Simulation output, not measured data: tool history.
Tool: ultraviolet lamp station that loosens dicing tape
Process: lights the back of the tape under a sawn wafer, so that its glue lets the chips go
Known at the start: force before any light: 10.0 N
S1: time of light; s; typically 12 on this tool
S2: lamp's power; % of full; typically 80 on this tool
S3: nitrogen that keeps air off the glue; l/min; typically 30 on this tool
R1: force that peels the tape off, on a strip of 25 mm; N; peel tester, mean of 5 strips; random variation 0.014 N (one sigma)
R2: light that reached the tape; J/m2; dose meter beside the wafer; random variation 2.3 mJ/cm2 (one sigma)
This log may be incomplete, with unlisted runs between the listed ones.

{"run": 1, "hour": 0.0, "S1": 12, "S2": 80, "S3": 30, "R1": 0.733, "R2": 2020}
{"hour": 21.1, "done": "window cleaned of glue's vapour"}
{"run": 2, "hour": 21.1, "S1": 12, "S2": 85, "S3": 30, "R1": 0.575, "R2": 2280}
{"run": 3, "hour": 54.0, "S1": 12, "S2": 85, "S3": 30, "R1": 0.564, "R2": 2220}
{"run": 4, "hour": 103.7, "S1": 12, "S2": 85, "S3": 30, "R1": 0.575, "R2": 2240}
{"run": 5, "hour": 151.1, "S1": 12, "S2": 80, "S3": 30, "R1": 0.689, "R2": 2100}
{"run": 6, "hour": 182.7, "S1": 12, "S2": 80, "S3": 30, "R1": 0.717, "R2": 2090}
{"run": 7, "hour": 216.8, "S1": 12, "S2": 80, "S3": 30, "R1": 0.716, "R2": 2050}
{"run": 8, "hour": 258.6, "S1": 11, "S2": 80, "S3": 30, "R1": 0.851, "R2": 1870}
{"run": 9, "hour": 284.1, "S1": 12, "S2": 80, "S3": 30, "R1": 0.736, "R2": 2050}
{"run": 10, "hour": 333.8, "S1": 12, "S2": 80, "S3": 30, "R1": 0.717, "R2": 2040}
{"run": 11, "hour": 363.9, "S1": 12, "S2": 80, "S3": 30, "R1": 0.756, "R2": 2020}
{"run": 12, "hour": 402.0, "S1": 12, "S2": 80, "S3": 30, "R1": 0.754, "R2": 2020}
{"run": 13, "hour": 428.4, "S1": 12, "S2": 80, "S3": 30, "R1": 0.745, "R2": 2010}
{"run": 14, "hour": 477.5, "S1": 12, "S2": 80, "S3": 46, "R1": 0.503, "R2": 2000}
{"run": 15, "hour": 522.4, "S1": 12, "S2": 60, "S3": 30, "R1": 1.519, "R2": 1470}
{"run": 16, "hour": 552.1, "S1": 12, "S2": 80, "S3": 30, "R1": 0.787, "R2": 2010}
{"run": 17, "hour": 575.7, "S1": 12, "S2": 80, "S3": 30, "R1": 0.801, "R2": 1950}
{"run": 18, "hour": 605.1, "S1": 12, "S2": 80, "S3": 30, "R1": 0.787, "R2": 1970}
{"run": 19, "hour": 649.4, "S1": 12, "S2": 80, "S3": 30, "R1": 0.815, "R2": 1930}
{"run": 20, "hour": 671.3, "S1": 12, "S2": 80, "S3": 30, "R1": 0.819, "R2": 1990}
{"run": 21, "hour": 708.9, "S1": 12, "S2": 80, "S3": 30, "R1": 0.829, "R2": 1950}
{"run": 22, "hour": 747.3, "S1": 12, "S2": 80, "S3": 30, "R1": 0.861, "R2": 1940}
{"run": 23, "hour": 790.1, "S1": 12, "S2": 63, "S3": 30, "R1": 1.464, "R2": 1500}
{"hour": 823.5, "done": "window cleaned of glue's vapour"}
{"run": 24, "hour": 827.7, "S1": 12, "S2": 63, "S3": 30, "R1": 1.311, "R2": 1580}
{"run": 25, "hour": 848.8, "S1": 10, "S2": 76, "S3": 18, "R1": 1.923, "R2": 1610}
{"run": 26, "hour": 888.4, "S1": 10, "S2": 76, "S3": 18, "R1": 1.962, "R2": 1610}
{"run": 27, "hour": 933.1, "S1": 12, "S2": 80, "S3": 30, "R1": 0.774, "R2": 1940}
{"run": 28, "hour": 969.4, "S1": 14, "S2": 63, "S3": 30, "R1": 0.973, "R2": 1840}
{"run": 29, "hour": 999.3, "S1": 7, "S2": 62, "S3": 30, "R1": 3.073, "R2": 890}
{"run": 30, "hour": 1033.6, "S1": 13, "S2": 67, "S3": 23, "R1": 1.318, "R2": 1760}
{"run": 31, "hour": 1065.0, "S1": 16, "S2": 80, "S3": 36, "R1": 0.315, "R2": 2610}
{"run": 32, "hour": 1095.6, "S1": 12, "S2": 95, "S3": 29, "R1": 0.551, "R2": 2310}
{"run": 33, "hour": 1141.2, "S1": 12, "S2": 95, "S3": 10, "R1": 1.649, "R2": 2270}
{"run": 34, "hour": 1185.8, "S1": 6, "S2": 80, "S3": 30, "R1": 2.994, "R2": 980}
{"run": 35, "hour": 1218.7, "S1": 7, "S2": 67, "S3": 30, "R1": 2.984, "R2": 920}
{"run": 36, "hour": 1246.3, "S1": 7, "S2": 67, "S3": 30, "R1": 2.983, "R2": 930}
{"run": 37, "hour": 1296.3, "S1": 7, "S2": 77, "S3": 12, "R1": 3.971, "R2": 1030}
{"run": 38, "hour": 1318.0, "S1": 7, "S2": 68, "S3": 33, "R1": 2.817, "R2": 980}
{"run": 39, "hour": 1357.9, "S1": 7, "S2": 87, "S3": 30, "R1": 2.082, "R2": 1180}
{"run": 40, "hour": 1392.1, "S1": 7, "S2": 90, "S3": 10, "R1": 3.799, "R2": 1220}
{"run": 41, "hour": 1425.9, "S1": 7, "S2": 90, "S3": 10, "R1": 3.691, "R2": 1190}
{"run": 42, "hour": 1465.5, "S1": 7, "S2": 90, "S3": 10, "R1": 3.724, "R2": 1200}
{"run": 43, "hour": 1501.8, "S1": 7, "S2": 90, "S3": 10, "R1": 3.84, "R2": 1160}

Each row is a separate what-if for the run after 43, all from the same tool condition, not one after another. Results?
{"run": "A", "hour": 1524.0, "S1": 19, "S2": 63, "S3": 46, "R1": "?", "R2": "?"}
{"run": "B", "hour": 1524.0, "S1": 8, "S2": 91, "S3": 20, "R1": "?", "R2": "?"}
{"run": "C", "hour": 1524.0, "S1": 16, "S2": 84, "S3": 42, "R1": "?", "R2": "?"}
{"run": "D", "hour": 1524.0, "S1": 13, "S2": 86, "S3": 16, "R1": "?", "R2": "?"}

run=A R1=0.345 R2=2260
run=B R1=2.169 R2=1340
run=C R1=0.285 R2=2510
run=D R1=1.28 R2=2120
The same runs, with their run-to-run variation unchanged, on a tool lacking any hidden condition would have given:
run=A R1=0.207 R2=2680
run=B R1=1.651 R2=1600
run=C R1=0.174 R2=2980
run=D R1=0.885 R2=2510
